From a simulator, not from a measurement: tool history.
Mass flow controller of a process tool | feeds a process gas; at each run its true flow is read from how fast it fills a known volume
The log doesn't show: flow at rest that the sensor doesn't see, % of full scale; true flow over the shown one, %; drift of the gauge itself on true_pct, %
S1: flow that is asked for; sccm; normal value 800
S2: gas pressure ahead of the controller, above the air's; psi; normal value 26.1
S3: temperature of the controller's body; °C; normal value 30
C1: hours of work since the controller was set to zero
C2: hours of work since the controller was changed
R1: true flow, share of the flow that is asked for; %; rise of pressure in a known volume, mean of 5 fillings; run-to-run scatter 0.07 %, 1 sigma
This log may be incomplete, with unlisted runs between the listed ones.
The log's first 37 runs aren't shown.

run	day	S1	S2	S3	C1	C2	R1
38	130.508	214	37.9	32	464	2310	95.9
39	132.571	388	26.1	30	487	2333	96.56
40	136.017	104	39.6	24	526	2371	95.49
41	140.117	295	35.5	24	572	2417	96.81
42	143.308	129	26.1	36	607	2453	94.7
43	146.725	129	26.1	36	646	2491	94.63
44	149.504	145	24.4	24	677	2522	95.68
45	152.475	595	26.1	30	710	2555	97.04
46	155.512	800	31.9	37	744	2589	97.17
47	160.042	800	31.9	37	795	2640	97.23
48	164.417	180	24.4	20	843	2689	95.92

Predict each of these 4 candidate next runs independently; none follows another, all start after run 48:
A	169.367	800	23.1	30	899	2744	?
B	169.367	843	26.1	26	899	2744	?
C	169.367	110	26.1	23	899	2744	?
D	169.367	180	31	20	899	2744	?

run	R1
A	97.63
B	97.95
C	94.86
D	96
Without the tool's hidden state the same runs would have given:
run	R1
A	99.06
B	99.36
C	97.59
D	98.15

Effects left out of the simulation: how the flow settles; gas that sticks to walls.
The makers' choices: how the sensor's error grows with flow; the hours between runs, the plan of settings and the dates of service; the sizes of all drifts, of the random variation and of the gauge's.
